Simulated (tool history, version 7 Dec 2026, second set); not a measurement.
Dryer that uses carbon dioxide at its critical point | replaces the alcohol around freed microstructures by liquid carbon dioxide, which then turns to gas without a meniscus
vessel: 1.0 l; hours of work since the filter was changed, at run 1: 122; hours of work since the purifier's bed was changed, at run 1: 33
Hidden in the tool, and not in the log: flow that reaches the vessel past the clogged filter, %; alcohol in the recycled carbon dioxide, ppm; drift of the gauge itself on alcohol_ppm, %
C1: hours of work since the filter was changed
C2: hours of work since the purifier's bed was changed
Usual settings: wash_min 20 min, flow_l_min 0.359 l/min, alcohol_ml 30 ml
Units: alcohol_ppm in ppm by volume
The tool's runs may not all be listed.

{"run": 1, "hour": 0.0, "wash_min": 20, "flow_l_min": 0.359, "alcohol_ml": 30, "C1": 122, "C2": 33, "alcohol_ppm": 90}
{"run": 2, "hour": 13.4, "wash_min": 20, "flow_l_min": 0.359, "alcohol_ml": 30, "C1": 133, "C2": 43, "alcohol_ppm": 99}
{"run": 3, "hour": 36.0, "wash_min": 20, "flow_l_min": 0.359, "alcohol_ml": 30, "C1": 150, "C2": 61, "alcohol_ppm": 120}
{"run": 4, "hour": 63.4, "wash_min": 29, "flow_l_min": 0.359, "alcohol_ml": 30, "C1": 172, "C2": 82, "alcohol_ppm": 65}
{"run": 5, "hour": 87.6, "wash_min": 20, "flow_l_min": 0.359, "alcohol_ml": 30, "C1": 191, "C2": 101, "alcohol_ppm": 142}
{"run": 6, "hour": 100.7, "wash_min": 20, "flow_l_min": 0.279, "alcohol_ml": 30, "C1": 201, "C2": 112, "alcohol_ppm": 361}
{"run": 7, "hour": 127.9, "wash_min": 20, "flow_l_min": 0.359, "alcohol_ml": 30, "C1": 222, "C2": 133, "alcohol_ppm": 177}
{"run": 8, "hour": 150.6, "wash_min": 20, "flow_l_min": 0.359, "alcohol_ml": 30, "C1": 240, "C2": 151, "alcohol_ppm": 193}
{"run": 9, "hour": 175.5, "wash_min": 20, "flow_l_min": 0.359, "alcohol_ml": 30, "C1": 259, "C2": 170, "alcohol_ppm": 209}
{"run": 10, "hour": 198.3, "wash_min": 20, "flow_l_min": 0.447, "alcohol_ml": 30, "C1": 277, "C2": 188, "alcohol_ppm": 151}
{"hour": 225.1, "done": "inlet filter changed"}
{"run": 11, "hour": 225.1, "wash_min": 20, "flow_l_min": 0.447, "alcohol_ml": 30, "C1": 0, "C2": 208, "alcohol_ppm": 148}
{"run": 12, "hour": 248.9, "wash_min": 25, "flow_l_min": 0.435, "alcohol_ml": 30, "C1": 19, "C2": 227, "alcohol_ppm": 152}
{"run": 13, "hour": 276.2, "wash_min": 14, "flow_l_min": 0.325, "alcohol_ml": 73, "C1": 40, "C2": 248, "alcohol_ppm": 1466}
{"run": 14, "hour": 294.6, "wash_min": 31, "flow_l_min": 0.325, "alcohol_ml": 102, "C1": 54, "C2": 263, "alcohol_ppm": 192}
{"run": 15, "hour": 321.0, "wash_min": 31, "flow_l_min": 0.269, "alcohol_ml": 102, "C1": 75, "C2": 283, "alcohol_ppm": 249}
{"run": 16, "hour": 334.1, "wash_min": 17, "flow_l_min": 0.577, "alcohol_ml": 23, "C1": 85, "C2": 294, "alcohol_ppm": 194}
{"run": 17, "hour": 362.5, "wash_min": 17, "flow_l_min": 0.227, "alcohol_ml": 97, "C1": 108, "C2": 316, "alcohol_ppm": 3749}
{"run": 18, "hour": 376.2, "wash_min": 17, "flow_l_min": 0.227, "alcohol_ml": 97, "C1": 118, "C2": 326, "alcohol_ppm": 3739}
{"run": 19, "hour": 395.5, "wash_min": 29, "flow_l_min": 0.475, "alcohol_ml": 62, "C1": 133, "C2": 342, "alcohol_ppm": 219}
{"run": 20, "hour": 424.9, "wash_min": 21, "flow_l_min": 0.475, "alcohol_ml": 60, "C1": 156, "C2": 365, "alcohol_ppm": 250}
{"run": 21, "hour": 440.9, "wash_min": 20, "flow_l_min": 0.357, "alcohol_ml": 30, "C1": 169, "C2": 377, "alcohol_ppm": 314}

4 ways to go on from here, each from the tool as it stands after run 21. What would each give?
{"run": "A", "hour": 458.3, "wash_min": 13, "flow_l_min": 0.367, "alcohol_ml": 110, "C1": 183, "C2": 391, "alcohol_ppm": "?"}
{"run": "B", "hour": 458.3, "wash_min": 20, "flow_l_min": 0.368, "alcohol_ml": 22, "C1": 183, "C2": 391, "alcohol_ppm": "?"}
{"run": "C", "hour": 458.3, "wash_min": 20, "flow_l_min": 0.359, "alcohol_ml": 37, "C1": 183, "C2": 391, "alcohol_ppm": "?"}
{"run": "D", "hour": 458.3, "wash_min": 21, "flow_l_min": 0.357, "alcohol_ml": 30, "C1": 183, "C2": 391, "alcohol_ppm": "?"}

run=A alcohol_ppm=2463
run=B alcohol_ppm=287
run=C alcohol_ppm=359
run=D alcohol_ppm=314
Without the tool's hidden state the same runs would have given:
run=A alcohol_ppm=1551
run=B alcohol_ppm=24
run=C alcohol_ppm=70
run=D alcohol_ppm=42
